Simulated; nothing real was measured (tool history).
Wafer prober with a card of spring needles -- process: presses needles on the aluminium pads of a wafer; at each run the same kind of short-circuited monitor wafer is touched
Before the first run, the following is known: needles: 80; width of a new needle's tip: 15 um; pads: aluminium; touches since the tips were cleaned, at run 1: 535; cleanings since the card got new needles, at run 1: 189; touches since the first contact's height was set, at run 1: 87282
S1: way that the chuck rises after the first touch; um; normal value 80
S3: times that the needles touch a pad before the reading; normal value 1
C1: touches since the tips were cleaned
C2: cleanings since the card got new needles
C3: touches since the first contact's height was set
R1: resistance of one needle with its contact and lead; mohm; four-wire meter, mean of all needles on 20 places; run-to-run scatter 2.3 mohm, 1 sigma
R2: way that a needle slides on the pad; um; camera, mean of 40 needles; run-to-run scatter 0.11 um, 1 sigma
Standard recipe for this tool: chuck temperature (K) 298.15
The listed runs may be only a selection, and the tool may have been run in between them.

Run 1, hour 0.0: usual settings; C1 535; C2 189; C3 87282. Result: R1 272 mohm, R2 16.16 um.
At hour 14.0: tips cleaned on abrasive film.
At hour 27.9: tips cleaned on abrasive film.
At hour 41.9: tips cleaned on abrasive film.
At hour 59.4: tips cleaned on abrasive film.
Run 2, hour 63.6: usual settings but S1 71 um; C1 914; C2 193; C3 100800. Result: R1 285 mohm, R2 14.25 um.
At hour 74.0: tips cleaned on abrasive film.
At hour 91.3: tips cleaned on abrasive film.
Run 3, hour 102.3: usual settings but chuck temperature (K) 304.15; C1 2340; C2 195; C3 109018. Result: R1 301 mohm, R2 15.98 um.
At hour 105.9: tips cleaned on abrasive film.
At hour 123.3: tips cleaned on abrasive film.
At hour 140.7: tips cleaned on abrasive film.
At hour 158.2: tips cleaned on abrasive film.
Run 4, hour 169.6: usual settings but chuck temperature (K) 304.15; C1 2444; C2 199; C3 123327. Result: R1 297 mohm, R2 15.96 um.
At hour 173.2: tips cleaned on abrasive film.
At hour 190.6: tips cleaned on abrasive film.
At hour 207.8: tips cleaned on abrasive film.
Run 5, hour 212.0: usual settings but chuck temperature (K) 304.15, S3 2; C1 883; C2 202; C3 132319. Result: R1 277 mohm, R2 15.81 um.
At hour 222.5: tips cleaned on abrasive film.
At hour 239.6: tips cleaned on abrasive film.
At hour 255.5: tips cleaned on abrasive film.
Run 6, hour 255.5: usual settings; C1 0; C2 205; C3 141558. Result: R1 263 mohm, R2 15.96 um.
At hour 269.5: tips cleaned on abrasive film.
At hour 283.4: tips cleaned on abrasive film.
At hour 297.4: tips cleaned on abrasive film.
Run 7, hour 300.5: usual settings; C1 661; C2 208; C3 151117. Result: R1 280 mohm, R2 15.83 um.
At hour 314.5: tips cleaned on abrasive film.
At hour 328.5: tips cleaned on abrasive film.
At hour 345.2: tips cleaned on abrasive film.
At hour 359.1: tips cleaned on abrasive film.
Run 8, hour 368.5: usual settings; C1 2001; C2 212; C3 165564. Result: R1 299 mohm, R2 16.04 um.
At hour 375.5: tips cleaned on abrasive film.
At hour 392.7: tips cleaned on abrasive film.
At hour 409.9: tips cleaned on abrasive film.
Run 9, hour 416.3: usual settings; C1 1367; C2 215; C3 175723. Result: R1 292 mohm, R2 15.78 um.
At hour 426.8: tips cleaned on abrasive film.
At hour 434.1: height of the first contact set anew.
At hour 444.5: tips cleaned on abrasive film.
Run 10, hour 451.8: usual settings; C1 1558; C2 217; C3 3771. Result: R1 294 mohm, R2 15.26 um.
At hour 458.9: tips cleaned on abrasive film.
At hour 472.8: tips cleaned on abrasive film.
At hour 490.0: tips cleaned on abrasive film.
At hour 503.9: tips cleaned on abrasive film.
Run 11, hour 505.1: usual settings but chuck temperature (K) 338.15; C1 242; C2 221; C3 15070. Result: R1 281 mohm, R2 15.07 um.
At hour 519.0: tips cleaned on abrasive film.
At hour 533.0: tips cleaned on abrasive film.
At hour 547.0: tips cleaned on abrasive film.
At hour 561.0: tips cleaned on abrasive film.
At hour 575.3: tips cleaned on abrasive film.
At hour 587.3: card fitted with new needles.
Run 12, hour 587.3: usual settings; C1 0; C2 0; C3 0. Result: R1 261 mohm, R2 16.51 um.
At hour 601.3: tips cleaned on abrasive film.
At hour 618.6: tips cleaned on abrasive film.
At hour 636.0: tips cleaned on abrasive film.
At hour 652.3: tips cleaned on abrasive film.
Run 13, hour 652.3: usual settings; C1 0; C2 4; C3 13799. Result: R1 258 mohm, R2 16.20 um.
At hour 669.7: tips cleaned on abrasive film.
At hour 683.7: tips cleaned on abrasive film.
At hour 697.7: tips cleaned on abrasive film.
Run 14, hour 706.2: usual settings; C1 1830; C2 7; C3 25267. Result: R1 272 mohm, R2 16.40 um.

What will run 15 give?
At hour 713.3: tips cleaned on abrasive film.
At hour 730.2: tips cleaned on abrasive film.
At hour 747.6: tips cleaned on abrasive film.
Run 15, hour 748.9: usual settings; C1 267; C2 10; C3 34312. Result: R1 ?, R2 ?.

R1: 265 mohm
R2: 16.23 um
On a tool with no hidden condition, and with the same random variation, this run would have come out at R1 257 mohm, R2 16.39 um.
